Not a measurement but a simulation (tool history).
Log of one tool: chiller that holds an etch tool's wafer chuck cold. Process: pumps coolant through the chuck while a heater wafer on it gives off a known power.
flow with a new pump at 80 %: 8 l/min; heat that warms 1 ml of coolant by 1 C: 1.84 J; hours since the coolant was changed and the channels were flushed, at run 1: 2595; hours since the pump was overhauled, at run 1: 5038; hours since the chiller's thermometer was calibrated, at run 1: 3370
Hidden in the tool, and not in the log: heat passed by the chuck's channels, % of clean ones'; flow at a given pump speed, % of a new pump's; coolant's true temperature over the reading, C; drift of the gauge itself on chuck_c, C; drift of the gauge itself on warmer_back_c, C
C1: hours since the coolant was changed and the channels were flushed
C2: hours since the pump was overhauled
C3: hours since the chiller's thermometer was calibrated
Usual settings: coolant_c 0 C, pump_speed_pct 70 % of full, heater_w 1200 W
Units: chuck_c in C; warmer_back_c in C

run 1 hour=0 | coolant_c=0 pump_speed_pct=70 heater_w=1200 | C1=2595 C2=5038 C3=3370 | chuck_c=19.6 warmer_back_c=6.26
run 2 hour=73.8 | coolant_c=0 pump_speed_pct=70 heater_w=1583 | C1=2668 C2=5112 C3=3444 | chuck_c=26.1 warmer_back_c=8.29
run 3 hour=201 | coolant_c=0 pump_speed_pct=70 heater_w=1583 | C1=2796 C2=5239 C3=3571 | chuck_c=26.1 warmer_back_c=8.32
run 4 hour=317 | coolant_c=0 pump_speed_pct=70 heater_w=1452 | C1=2912 C2=5355 C3=3687 | chuck_c=24.3 warmer_back_c=7.57
run 5 hour=435.8 | coolant_c=0 pump_speed_pct=70 heater_w=1223 | C1=3031 C2=5474 C3=3806 | chuck_c=20.4 warmer_back_c=6.36
run 6 hour=562.4 | coolant_c=0 pump_speed_pct=70 heater_w=1223 | C1=3157 C2=5600 C3=3933 | chuck_c=20.3 warmer_back_c=6.45
run 7 hour=705 | coolant_c=-10 pump_speed_pct=70 heater_w=1223 | C1=3300 C2=5743 C3=4075 | chuck_c=10.7 warmer_back_c=6.5
run 8 hour=814.1 | coolant_c=-10 pump_speed_pct=70 heater_w=1223 | C1=3409 C2=5852 C3=4184 | chuck_c=10.8 warmer_back_c=6.57
run 9 hour=903.2 | coolant_c=-10 pump_speed_pct=70 heater_w=1223 | C1=3498 C2=5941 C3=4273 | chuck_c=10.9 warmer_back_c=6.55
run 10 hour=1001.3 | coolant_c=6 pump_speed_pct=70 heater_w=1200 | C1=3596 C2=6039 C3=4372 | chuck_c=26.6 warmer_back_c=6.35
run 11 hour=1070.2 | coolant_c=4 pump_speed_pct=70 heater_w=1200 | C1=3665 C2=6108 C3=4440 | chuck_c=24.6 warmer_back_c=6.36
run 12 hour=1134.3 | coolant_c=4 pump_speed_pct=70 heater_w=1200 | C1=3729 C2=6172 C3=4505 | chuck_c=25 warmer_back_c=6.38
run 13 hour=1257.1 | coolant_c=0 pump_speed_pct=61 heater_w=1200 | C1=3852 C2=6295 C3=4627 | chuck_c=23.7 warmer_back_c=7.45
-- hour=1331.8 chiller's thermometer calibrated
run 14 hour=1355 | coolant_c=0 pump_speed_pct=70 heater_w=1794 | C1=3949 C2=6392 C3=23 | chuck_c=31.5 warmer_back_c=9.67
run 15 hour=1427.7 | coolant_c=0 pump_speed_pct=70 heater_w=1200 | C1=4021 C2=6465 C3=96 | chuck_c=20.9 warmer_back_c=6.55
run 16 hour=1527 | coolant_c=0 pump_speed_pct=70 heater_w=1200 | C1=4121 C2=6564 C3=195 | chuck_c=21 warmer_back_c=6.5
-- hour=1589.3 chiller's thermometer calibrated, once more
run 17 hour=1655 | coolant_c=0 pump_speed_pct=70 heater_w=1200 | C1=4248 C2=6691 C3=66 | chuck_c=22.1 warmer_back_c=6.53
run 18 hour=1731.2 | coolant_c=0 pump_speed_pct=76 heater_w=1535 | C1=4324 C2=6767 C3=142 | chuck_c=26.4 warmer_back_c=7.65
run 19 hour=1853.2 | coolant_c=10 pump_speed_pct=74 heater_w=1703 | C1=4446 C2=6889 C3=264 | chuck_c=40.3 warmer_back_c=8.87
run 20 hour=1976.9 | coolant_c=-2 pump_speed_pct=71 heater_w=1360 | C1=4570 C2=7013 C3=388 | chuck_c=23 warmer_back_c=7.38
run 21 hour=2071.4 | coolant_c=-2 pump_speed_pct=90 heater_w=612 | C1=4664 C2=7108 C3=482 | chuck_c=7.1 warmer_back_c=2.58
run 22 hour=2148.3 | coolant_c=-2 pump_speed_pct=97 heater_w=857 | C1=4741 C2=7184 C3=559 | chuck_c=10.2 warmer_back_c=3.48
run 23 hour=2228.3 | coolant_c=-4 pump_speed_pct=97 heater_w=1754 | C1=4821 C2=7264 C3=639 | chuck_c=21.2 warmer_back_c=6.98
run 24 hour=2331.7 | coolant_c=-4 pump_speed_pct=97 heater_w=1754 | C1=4924 C2=7368 C3=742 | chuck_c=21.4 warmer_back_c=7.02
run 25 hour=2446.4 | coolant_c=-4 pump_speed_pct=97 heater_w=1166 | C1=5039 C2=7482 C3=857 | chuck_c=12.9 warmer_back_c=4.65
-- hour=2476.7 coolant changed, channels flushed
run 26 hour=2558.4 | coolant_c=-3 pump_speed_pct=79 heater_w=728 | C1=82 C2=7589 C3=963 | chuck_c=7.5 warmer_back_c=3.61
run 27 hour=2655.1 | coolant_c=9 pump_speed_pct=70 heater_w=1143 | C1=178 C2=7685 C3=1060 | chuck_c=27.8 warmer_back_c=6.37
run 28 hour=2717.6 | coolant_c=8 pump_speed_pct=70 heater_w=1200 | C1=241 C2=7748 C3=1122 | chuck_c=27.9 warmer_back_c=6.73
-- hour=2748.7 coolant pump overhauled
run 29 hour=2818 | coolant_c=1 pump_speed_pct=80 heater_w=1179 | C1=336 C2=69 C3=1218 | chuck_c=15.6 warmer_back_c=4.79
run 30 hour=2936.1 | coolant_c=0 pump_speed_pct=70 heater_w=1250 | C1=454 C2=187 C3=1336 | chuck_c=17.7 warmer_back_c=5.85
run 31 hour=3061 | coolant_c=-8 pump_speed_pct=82 heater_w=841 | C1=579 C2=312 C3=1461 | chuck_c=2.3 warmer_back_c=3.41

4 ways to go on from here, each from the tool as it stands after run 31. What would each give?
run A hour=3177.1 | coolant_c=2 pump_speed_pct=61 heater_w=1190 | C1=695 C2=428 C3=1577 | chuck_c=? warmer_back_c=?
run B hour=3177.1 | coolant_c=8 pump_speed_pct=82 heater_w=677 | C1=695 C2=428 C3=1577 | chuck_c=? warmer_back_c=?
run C hour=3177.1 | coolant_c=-6 pump_speed_pct=65 heater_w=853 | C1=695 C2=428 C3=1577 | chuck_c=? warmer_back_c=?
run D hour=3177.1 | coolant_c=6 pump_speed_pct=62 heater_w=1398 | C1=695 C2=428 C3=1577 | chuck_c=? warmer_back_c=?

run=A chuck_c=20.9 warmer_back_c=6.48
run=B chuck_c=16.2 warmer_back_c=2.69
run=C chuck_c=6.8 warmer_back_c=4.3
run=D chuck_c=28.2 warmer_back_c=7.39
Without the tool's hidden state the same runs would have given:
run=A chuck_c=20.5 warmer_back_c=6.39
run=B chuck_c=16.2 warmer_back_c=2.66
run=C chuck_c=6.7 warmer_back_c=4.25
run=D chuck_c=27.7 warmer_back_c=7.29

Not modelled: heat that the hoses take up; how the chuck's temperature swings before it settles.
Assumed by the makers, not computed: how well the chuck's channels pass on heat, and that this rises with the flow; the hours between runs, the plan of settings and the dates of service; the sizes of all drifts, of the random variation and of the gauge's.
